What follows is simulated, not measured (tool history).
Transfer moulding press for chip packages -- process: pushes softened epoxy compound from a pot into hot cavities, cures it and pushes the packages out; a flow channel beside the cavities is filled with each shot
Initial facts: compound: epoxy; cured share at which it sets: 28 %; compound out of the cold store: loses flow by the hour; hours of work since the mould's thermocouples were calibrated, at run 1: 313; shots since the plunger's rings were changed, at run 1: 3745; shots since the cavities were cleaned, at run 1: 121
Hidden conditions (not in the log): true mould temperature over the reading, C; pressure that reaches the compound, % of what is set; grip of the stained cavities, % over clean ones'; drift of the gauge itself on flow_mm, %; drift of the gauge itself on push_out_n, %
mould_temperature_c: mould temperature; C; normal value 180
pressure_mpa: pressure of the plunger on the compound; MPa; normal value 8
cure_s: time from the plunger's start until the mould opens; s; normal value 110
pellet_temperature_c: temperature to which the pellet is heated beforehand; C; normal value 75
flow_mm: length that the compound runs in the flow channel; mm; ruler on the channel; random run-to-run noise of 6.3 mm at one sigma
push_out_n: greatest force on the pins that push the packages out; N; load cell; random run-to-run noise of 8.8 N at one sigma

run	hour	mould_temperature_c	pressure_mpa	cure_s	pellet_temperature_c	hours of work since the mould's thermocouples were calibrated	shots since the plunger's rings were changed	shots since the cavities were cleaned	incoming compound's hours out of the cold store	flow_mm	push_out_n
1	0	180	8	110	75	313	3745	121	18	820	443
2	14.4	180	8	110	75	322	3904	280	33.5	761	490
3	28.3	180	8	110	75	331	4057	433	11.7	836	566
4	45.7	180	8	110	75	342	4249	625	29.7	769	565
# hour 51.1: cavities cleaned with cleaning compound and waxed
5	65.8	180	8	110	75	354	4454	161	47	705	454
6	75.8	180	8	110	75	360	4564	271	15.3	818	489
7	90	180	8	139	75	369	4721	428	20.4	785	495
8	105.5	180	8	110	75	379	4893	600	42.5	712	574
# hour 113.4: cavities cleaned with cleaning compound and waxed
9	119	180	8	110	75	387	5025	62	32.2	743	424
10	129.9	180	8	116	75	394	5146	183	13.7	815	475
11	141.2	180	8	116	75	401	5270	307	31.4	749	481
12	153.3	180	8	116	75	409	5403	440	15.1	812	539
13	170.8	180	8	116	75	420	5597	634	31.9	735	566
# hour 175.8: cavities cleaned with cleaning compound and waxed
# hour 189.6: plunger's sealing rings changed
14	191.3	180	7.84	116	75	430	19	143	18.3	860	453
15	210.5	187	7.84	121	69	443	231	355	36.9	754	476
16	227.3	186	6.09	121	74	453	417	541	16	728	503
# hour 240.1: cavities cleaned with cleaning compound and waxed
17	243.5	180	8.91	93	79	463	579	38	10.6	924	536
18	257.3	177	6.24	121	77	472	731	190	24.5	738	480
19	270.1	177	9.65	111	78	480	872	331	36.3	885	563
20	280.5	177	9.65	111	78	487	987	446	22.1	925	632
21	293.3	177	9.65	111	78	495	1128	587	41.2	846	634
# hour 302.2: cavities cleaned with cleaning compound and waxed
22	303.5	177	9.86	111	80	500	1224	14	24.9	928	458
23	320.9	177	9.86	111	80	511	1416	206	27.7	901	553
24	330.6	177	9.86	111	80	518	1524	314	21.7	939	581
25	344.3	182	7.86	142	81	526	1674	464	13.8	839	500
26	355	185	6.06	130	81	533	1792	582	45.7	636	515
# hour 364.2: cavities cleaned with cleaning compound and waxed
27	368	185	6.06	130	81	541	1920	43	15	720	393

Run 28 comes next. What will it give?
28	386	183	8	110	85	552	2118	241	9.6	?	?

Logged for run 28: flow_mm 856 mm, push_out_n 480 N.
Minus the tool's unlogged condition, the same run would have read flow_mm 883 mm, push_out_n 380 N.
